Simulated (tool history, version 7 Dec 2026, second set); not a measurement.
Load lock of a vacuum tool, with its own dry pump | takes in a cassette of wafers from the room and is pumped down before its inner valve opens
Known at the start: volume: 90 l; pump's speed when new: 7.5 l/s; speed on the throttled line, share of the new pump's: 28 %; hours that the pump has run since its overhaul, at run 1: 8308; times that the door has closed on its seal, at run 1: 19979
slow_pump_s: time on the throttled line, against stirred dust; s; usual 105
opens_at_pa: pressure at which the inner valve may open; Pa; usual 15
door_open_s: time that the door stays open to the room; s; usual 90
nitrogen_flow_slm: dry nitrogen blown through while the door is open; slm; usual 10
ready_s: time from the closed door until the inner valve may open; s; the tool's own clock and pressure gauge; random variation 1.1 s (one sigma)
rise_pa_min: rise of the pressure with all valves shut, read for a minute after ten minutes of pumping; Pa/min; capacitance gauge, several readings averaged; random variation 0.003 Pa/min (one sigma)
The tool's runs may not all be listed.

run	day	slow_pump_s	opens_at_pa	door_open_s	nitrogen_flow_slm	hours that the pump has run since its overhaul	times that the door has closed on its seal	incoming humidity of the room's air, %	ready_s	rise_pa_min
1	0	105	15	90	10	8308	19979	47.6	187.8	0.184
2	5.921	105	15	90	11	8451	20391	46.5	186.9	0.179
3	11.45	105	15	90	11	8583	20774	42.8	187.3	0.181
4	16.362	105	15	225	10	8701	21115	45.1	185	0.213
5	20.804	105	15	225	10	8808	21424	49.4	188.1	0.215
6	24.371	105	15	225	10	8893	21671	42.6	187.3	0.21
7	32.642	105	15	225	10	9092	22245	42.7	188.1	0.216
8	40.975	105	15	225	10	9292	22824	44.9	188	0.232
9	49.546	183	10	149	5	9498	23418	40.4	248.6	0.226
10	55.183	99	15	96	10	9633	23810	43.8	185.4	0.219
11	58.996	60	10	96	10	9724	24074	41.6	162.2	0.22
12	66.017	105	15	90	9	9893	24562	45.9	189.4	0.234
13	72.317	105	15	90	9	10044	24999	42	188.7	0.236
14	76.992	105	15	90	9	10156	25323	42.3	188.8	0.238
15	84.021	127	10	100	10	10325	25811	45	210.2	0.251

3 ways to go on from here, each from the tool as it stands after run 15. What would each give?
A	87.629	127	25	203	10	10412	26062	45.8	?	?
B	87.629	101	12	90	10	10412	26062	45.4	?	?
C	87.629	53	10	100	10	10412	26062	45.8	?	?

run	ready_s	rise_pa_min
A	195.7	0.263
B	189.7	0.249
C	157.9	0.247
Without the tool's hidden state the same runs would have given:
run	ready_s	rise_pa_min
A	189.9	0.057
B	182	0.041
C	148.9	0.041
